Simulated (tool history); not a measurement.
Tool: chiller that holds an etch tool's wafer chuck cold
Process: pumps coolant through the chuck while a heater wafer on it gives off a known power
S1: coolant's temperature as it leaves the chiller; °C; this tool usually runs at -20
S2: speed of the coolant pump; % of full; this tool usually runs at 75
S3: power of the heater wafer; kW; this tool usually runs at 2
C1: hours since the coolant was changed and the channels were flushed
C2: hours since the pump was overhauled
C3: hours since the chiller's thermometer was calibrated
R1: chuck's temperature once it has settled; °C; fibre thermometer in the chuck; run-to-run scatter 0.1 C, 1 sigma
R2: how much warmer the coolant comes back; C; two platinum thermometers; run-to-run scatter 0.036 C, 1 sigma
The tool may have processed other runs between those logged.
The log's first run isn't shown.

Run 2, hour 36: usual settings; C1 690; C2 1133; C3 84. Result: R1 0.8 °C, R2 6.39 C.
Run 3, hour 59.7: usual settings; C1 713; C2 1157; C3 108. Result: R1 0.7 °C, R2 6.35 C.
Run 4, hour 94.8: usual settings; C1 748; C2 1192; C3 143. Result: R1 0.7 °C, R2 6.43 C.
Run 5, hour 137.5: usual settings but S2 68 % of full; C1 791; C2 1235; C3 186. Result: R1 2.2 °C, R2 7.06 C.
Run 6, hour 166.8: usual settings but S1 -22 °C; C1 820; C2 1264; C3 215. Result: R1 -1.2 °C, R2 6.43 C.
Run 7, hour 191: usual settings but S1 -22 °C; C1 845; C2 1288; C3 239. Result: R1 -1.2 °C, R2 6.35 C.
Run 8, hour 227.2: usual settings but S2 73 % of full; C1 881; C2 1324; C3 275. Result: R1 0.9 °C, R2 6.56 C.
Run 9, hour 265.5: usual settings but S2 73 % of full; C1 919; C2 1363; C3 313. Result: R1 1 °C, R2 6.54 C.
Run 10, hour 290.8: usual settings but S2 73 % of full; C1 944; C2 1388; C3 339. Result: R1 1.1 °C, R2 6.52 C.
Run 11, hour 313.1: usual settings but S2 73 % of full; C1 967; C2 1410; C3 361. Result: R1 1 °C, R2 6.56 C.
Run 12, hour 336.3: usual settings but S2 73 % of full; C1 990; C2 1434; C3 384. Result: R1 1 °C, R2 6.53 C.
Run 13, hour 356.9: usual settings but S3 2.607 kW; C1 1011; C2 1454; C3 405. Result: R1 7.1 °C, R2 8.31 C.
Run 14, hour 388.8: usual settings but S3 2.607 kW; C1 1042; C2 1486; C3 437. Result: R1 7 °C, R2 8.3 C.
Run 15, hour 410.5: usual settings but S2 89 % of full, S3 2.607 kW; C1 1064; C2 1508; C3 459. Result: R1 4.5 °C, R2 7.02 C.
Run 16, hour 428.6: usual settings but S2 89 % of full, S3 2.607 kW; C1 1082; C2 1526; C3 477. Result: R1 4.5 °C, R2 7 C.
Run 17, hour 465: usual settings but S1 -18 °C, S2 89 % of full, S3 2.607 kW; C1 1119; C2 1562; C3 513. Result: R1 6.6 °C, R2 7.02 C.
Run 18, hour 496.3: usual settings but S1 -29 °C, S2 70 % of full, S3 1.225 kW; C1 1150; C2 1594; C3 544. Result: R1 -15.9 °C, R2 4.15 C.
Run 19, hour 518.2: usual settings but S2 65 % of full, S3 2.051 kW; C1 1172; C2 1616; C3 566. Result: R1 3.3 °C, R2 7.64 C.

Forecast run 20:
Run 20, hour 540.6: usual settings but S1 -11 °C, S2 68 % of full; C1 1194; C2 1638; C3 589. Result: R1 ?, R2 ?.

R1: 11.2 °C
R2: 7.06 C
Were there no unlogged condition in the tool, this run, its random variation unchanged, would have produced R1 11.2 °C, R2 7.06 C.

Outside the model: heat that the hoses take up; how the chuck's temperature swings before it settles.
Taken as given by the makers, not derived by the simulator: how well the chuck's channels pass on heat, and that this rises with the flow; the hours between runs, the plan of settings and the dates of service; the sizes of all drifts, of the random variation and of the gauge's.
